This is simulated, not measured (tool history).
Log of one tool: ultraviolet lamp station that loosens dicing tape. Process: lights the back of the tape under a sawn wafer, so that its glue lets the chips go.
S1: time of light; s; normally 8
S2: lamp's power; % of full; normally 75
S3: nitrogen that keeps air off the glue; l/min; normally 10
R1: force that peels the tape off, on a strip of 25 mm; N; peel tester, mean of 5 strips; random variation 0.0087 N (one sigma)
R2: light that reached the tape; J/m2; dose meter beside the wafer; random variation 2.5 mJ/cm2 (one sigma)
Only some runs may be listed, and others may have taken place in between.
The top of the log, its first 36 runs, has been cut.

run   hour  S1  S2  S3     R1    R2
 37  394.4  10  88  10  0.275  3530
 38  407.1   8  75   3  0.835  2420
 39  417.0   4  85   6  1.701  1370
 40  428.2   4  85   6  1.739  1360
 41  440.1   5  72   6  1.638  1430
 42  450.7  10  91  19  0.262  3650
 43  464.8  12  75  14  0.263  3500
 44  479.9   8  75  18  0.401  2390

Consider 4 possible next runs. They are alternatives, not a sequence: every one starts from the tool as it was left by run 44. What does each give?
  A  492.6   8  61  18   ?   ?
  B  492.6   6  78  18   ?   ?
  C  492.6   8  64  14   ?   ?
  D  492.6   4  75  18   ?   ?

run     R1    R2
  A  0.592  1900
  B  0.667  1810
  C  0.569  2000
  D  1.595  1150
Had the tool no hidden state, the same runs would have come out as:
run     R1    R2
  A  0.409  2320
  B  0.454  2200
  C  0.391  2440
  D  1.097  1400
